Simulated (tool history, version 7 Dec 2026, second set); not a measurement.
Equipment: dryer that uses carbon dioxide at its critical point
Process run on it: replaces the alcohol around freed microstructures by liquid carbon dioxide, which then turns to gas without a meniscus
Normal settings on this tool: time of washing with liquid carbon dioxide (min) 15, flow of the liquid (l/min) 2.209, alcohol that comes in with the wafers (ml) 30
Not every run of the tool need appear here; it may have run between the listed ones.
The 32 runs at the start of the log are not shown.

run     day  time of washing with liquid carbon dioxide (min)  flow of the liquid (l/min)  alcohol that comes in with the wafers (ml)  hours of work since the filter was changed  hours of work since the purifier's bed was changed  alcohol left in the vessel before it's heated (ppm by volume)
 33  16.712                                                15                         1.5                                          95                                          69                                                 434                                                            298
 34  17.321                                                15                        3.08                                          46                                          75                                                 440                                                             38
 35  17.775                                                16                       2.209                                          33                                          79                                                 445                                                             41
 36  18.292                                                15                        1.66                                         104                                          85                                                 450                                                            208
 37  18.888                                                15                        2.84                                          23                                          91                                                 456                                                             31
 38  19.225                                                12                        1.72                                          23                                          94                                                 459                                                            128
 39  19.904                                                18                        3.33                                          60                                         101                                                 466                                                             28
 40  20.254                                                18                        3.33                                          50                                         105                                                 470                                                             38
 41  20.829                                                18                        3.33                                          50                                         110                                                 476                                                             34
 42  21.267                                                 9                        2.45                                          30                                         115                                                 480                                                            125
 43   21.75                                                 9                        2.45                                          30                                         120                                                 485                                                            126
 44  22.471                                                22                        2.45                                          58                                         127                                                 492                                                             27
 45  23.092                                                15                        2.48                                          63                                         133                                                 499                                                             46
 46  23.508                                                15                        1.46                                          63                                         138                                                 503                                                            265
 47   23.95                                                15                       2.209                                          70                                         142                                                 508                                                             70

3 options for the next run, each taken on its own from the tool as it stands now. Forecast them:
  A  24.45                                                15                       2.209                                          81                                         147                                                 513                                                              ?
  B  24.45                                                15                        3.54                                          70                                         147                                                 513                                                              ?
  C  24.45                                                14                        1.44                                          22                                         147                                                 513                                                              ?

run  alcohol left in the vessel before it's heated (ppm by volume)
  A                                                             68
  B                                                             42
  C                                                            144
What these runs would have given with no unlogged condition in the tool:
run  alcohol left in the vessel before it's heated (ppm by volume)
  A                                                             29
  B                                                              9
  C                                                             95
